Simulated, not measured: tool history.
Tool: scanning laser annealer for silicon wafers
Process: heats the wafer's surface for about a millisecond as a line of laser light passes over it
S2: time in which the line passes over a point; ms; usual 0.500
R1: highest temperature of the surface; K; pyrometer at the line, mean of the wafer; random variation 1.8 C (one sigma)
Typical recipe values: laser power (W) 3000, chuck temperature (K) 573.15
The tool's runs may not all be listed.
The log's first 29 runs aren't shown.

run 30 hour=1111.9 | laser_power_(W)=2645 S2=0.427 chuck_temperature_(K)=604.15 | R1=1177.15
run 31 hour=1156.0 | laser_power_(W)=3000 S2=0.370 chuck_temperature_(K)=549.15 | R1=1180.15
run 32 hour=1203.5 | laser_power_(W)=3000 S2=0.370 chuck_temperature_(K)=549.15 | R1=1179.15
run 33 hour=1255.4 | laser_power_(W)=2959 S2=0.540 chuck_temperature_(K)=600.15 | R1=1351.15
run 34 hour=1302.2 | laser_power_(W)=3027 S2=0.368 chuck_temperature_(K)=553.15 | R1=1185.15
run 35 hour=1348.5 | laser_power_(W)=3027 S2=0.368 chuck_temperature_(K)=553.15 | R1=1184.15
run 36 hour=1372.6 | laser_power_(W)=3027 S2=0.368 chuck_temperature_(K)=553.15 | R1=1188.15
run 37 hour=1408.4 | laser_power_(W)=3236 S2=0.500 chuck_temperature_(K)=541.15 | R1=1352.15
run 38 hour=1443.1 | laser_power_(W)=3000 S2=0.587 chuck_temperature_(K)=538.15 | R1=1339.15
run 39 hour=1473.7 | laser_power_(W)=3000 S2=0.587 chuck_temperature_(K)=607.15 | R1=1409.15
run 40 hour=1506.8 | laser_power_(W)=3000 S2=0.587 chuck_temperature_(K)=607.15 | R1=1405.15

Each row is a separate what-if for the run after 40, all from the same tool condition, not one after another. Results?
run A hour=1554.4 | laser_power_(W)=2632 S2=0.444 chuck_temperature_(K)=558.15 | R1=?
run B hour=1554.4 | laser_power_(W)=3009 S2=0.500 chuck_temperature_(K)=573.15 | R1=?
run C hour=1554.4 | laser_power_(W)=2792 S2=0.587 chuck_temperature_(K)=607.15 | R1=?
run D hour=1554.4 | laser_power_(W)=3236 S2=0.544 chuck_temperature_(K)=599.15 | R1=?
run E hour=1554.4 | laser_power_(W)=3110 S2=0.500 chuck_temperature_(K)=580.15 | R1=?

run=A R1=1140.15
run=B R1=1311.15
run=C R1=1334.15
run=D R1=1447.15
run=E R1=1351.15
With the hidden condition removed and each run's random variation left untouched, the same runs would have given:
run=A R1=1141.15
run=B R1=1311.15
run=C R1=1334.15
run=D R1=1448.15
run=E R1=1352.15
